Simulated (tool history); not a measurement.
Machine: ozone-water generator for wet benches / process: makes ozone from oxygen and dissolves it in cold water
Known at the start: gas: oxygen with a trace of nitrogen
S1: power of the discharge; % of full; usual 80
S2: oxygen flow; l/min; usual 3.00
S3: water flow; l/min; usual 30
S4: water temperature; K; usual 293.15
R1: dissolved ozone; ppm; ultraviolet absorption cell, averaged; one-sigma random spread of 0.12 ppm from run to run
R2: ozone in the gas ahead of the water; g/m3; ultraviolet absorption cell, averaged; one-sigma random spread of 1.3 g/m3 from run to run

run	hour	S1	S2	S3	S4	R1	R2
1	0.0	80	3.00	30	293.15	9.1	220.3
2	107.9	80	3.00	30	293.15	9.1	220.8
3	182.4	80	3.00	30	297.15	9.0	218.5
4	289.0	80	3.00	30	293.15	9.2	219.9
5	357.0	80	3.00	30	293.15	9.1	216.6
6	416.2	80	3.00	30	293.15	9.1	219.3
7	493.4	87	3.00	30	293.15	9.5	227.2
8	607.8	80	3.00	30	293.15	8.9	217.3
9	708.4	80	2.34	30	293.15	8.2	233.1
10	768.3	60	3.00	43	295.15	5.0	184.9
11	880.2	60	3.00	43	295.15	4.9	184.4
12	964.0	60	3.00	43	295.15	5.0	183.8
# hour 973.9: contactor cleaned
13	1052.9	60	3.00	43	295.15	4.5	184.4
14	1127.6	60	3.00	43	295.15	4.7	183.5
15	1232.1	60	1.73	30	295.15	5.5	219.3
16	1339.6	80	4.78	23	293.15	13.2	181.6
# hour 1408.0: contactor cleaned, once more
17	1424.4	64	1.50	28	293.15	6.7	236.5

Forecast each of these 4 alternatives for the next run:
A	1503.3	80	3.00	19	293.15	?	?
B	1503.3	64	2.45	28	291.15	?	?
C	1503.3	64	1.50	30	299.15	?	?
D	1503.3	80	3.00	30	292.15	?	?

run	R1	R2
A	15.3	209.3
B	8.2	199.9
C	5.9	235.6
D	9.7	208.3
What these runs would have given with no unlogged condition in the tool:
run	R1	R2
A	18.1	245.6
B	9.6	230.3
C	6.8	271.2
D	11.4	244.5

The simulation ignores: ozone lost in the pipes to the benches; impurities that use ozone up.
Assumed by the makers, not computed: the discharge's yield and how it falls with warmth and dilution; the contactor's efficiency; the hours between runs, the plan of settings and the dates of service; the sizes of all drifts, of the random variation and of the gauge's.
